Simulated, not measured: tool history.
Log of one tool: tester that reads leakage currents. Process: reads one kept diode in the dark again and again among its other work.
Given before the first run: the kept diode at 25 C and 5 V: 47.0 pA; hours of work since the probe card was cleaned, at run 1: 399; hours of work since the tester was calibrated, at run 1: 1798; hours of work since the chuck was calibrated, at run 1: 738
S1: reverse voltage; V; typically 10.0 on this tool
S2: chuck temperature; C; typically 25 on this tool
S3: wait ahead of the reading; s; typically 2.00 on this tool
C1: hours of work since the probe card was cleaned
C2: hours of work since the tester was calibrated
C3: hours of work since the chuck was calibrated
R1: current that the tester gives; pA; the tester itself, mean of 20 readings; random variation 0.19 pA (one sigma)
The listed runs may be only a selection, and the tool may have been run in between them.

run	day	S1	S2	S3	C1	C2	C3	R1
1	0.000	10.0	25	2.00	399	1798	738	68.52
2	0.762	10.0	25	2.00	413	1813	752	68.32
3	1.904	10.0	25	2.00	435	1834	774	68.48
4	2.704	10.0	25	2.00	450	1850	789	68.78
5	3.933	10.0	25	2.00	473	1873	813	68.98
6	5.025	10.0	25	2.00	494	1894	833	69.09
7	6.183	10.0	25	2.00	516	1915	855	69.49
8	7.175	10.0	25	2.00	535	1934	874	69.81
9	8.638	1.4	25	2.00	562	1962	902	35.12
10	9.471	1.4	25	2.00	578	1978	918	35.23
11	10.583	1.4	25	2.00	599	1999	939	35.33
12	11.462	15.3	25	2.00	616	2016	955	82.27
13	12.267	10.0	25	2.00	631	2031	971	70.91
14	13.504	10.0	20	2.00	654	2054	994	44.79
15	14.162	10.0	25	2.00	667	2067	1006	71.25
16	15.175	10.0	25	2.00	686	2086	1026	71.39
17	15.796	10.0	38	2.00	698	2098	1037	226.29
18	16.708	10.0	38	2.00	715	2115	1055	228.91
19	17.942	10.0	27	2.00	739	2138	1078	86.47
20	18.954	10.0	27	2.00	758	2158	1097	86.30
21	19.738	10.0	27	2.00	773	2172	1112	86.66
22	21.117	13.2	50	0.97	799	2199	1138	688.00
23	21.950	13.2	50	0.97	815	2214	1154	693.14
24	22.738	13.2	50	0.97	829	2229	1169	689.32
25	23.579	10.0	25	4.35	845	2245	1185	72.47
26	24.850	2.2	20	2.00	870	2269	1209	26.75
27	26.288	1.0	25	2.00	897	2297	1236	32.74
28	27.429	1.0	25	2.00	918	2318	1258	32.98
29	28.738	1.6	25	0.76	943	2343	1283	38.86
30	29.512	8.8	42	0.45	958	2358	1297	318.80
31	30.221	19.9	25	2.00	971	2371	1311	97.04
32	31.171	5.8	36	0.69	989	2389	1329	166.92
33	32.604	5.8	36	0.69	1016	2416	1356	167.13
34	34.071	1.6	25	2.06	1044	2444	1384	39.41
# day 35.033: tester calibrated
35	35.554	10.0	38	8.65	1071	10	1410	233.46
36	36.717	4.3	38	0.41	1093	32	1432	178.49
37	37.771	17.5	30	4.38	1113	52	1452	142.85
38	38.888	17.5	32	1.40	1134	73	1473	173.82
39	39.888	17.5	32	1.40	1153	92	1492	173.19
40	40.704	2.4	49	1.91	1168	107	1508	364.89

Take each entry between the runs: how does the hidden state at the last listed run before it differ from the hidden state at the first listed run after it?
Run 34 -> run 35: tester calibrated (day 35.033)
  stray current of the dirty probe card, pA a volt: 0.193 -> 0.197; current scale over the true one, %: 1.75 -> 0.14; true chuck temperature over the reading, C: 1.87 -> 1.9
  measured result minus the result with no hidden state, R1: +7.16 -> +37.41 pA
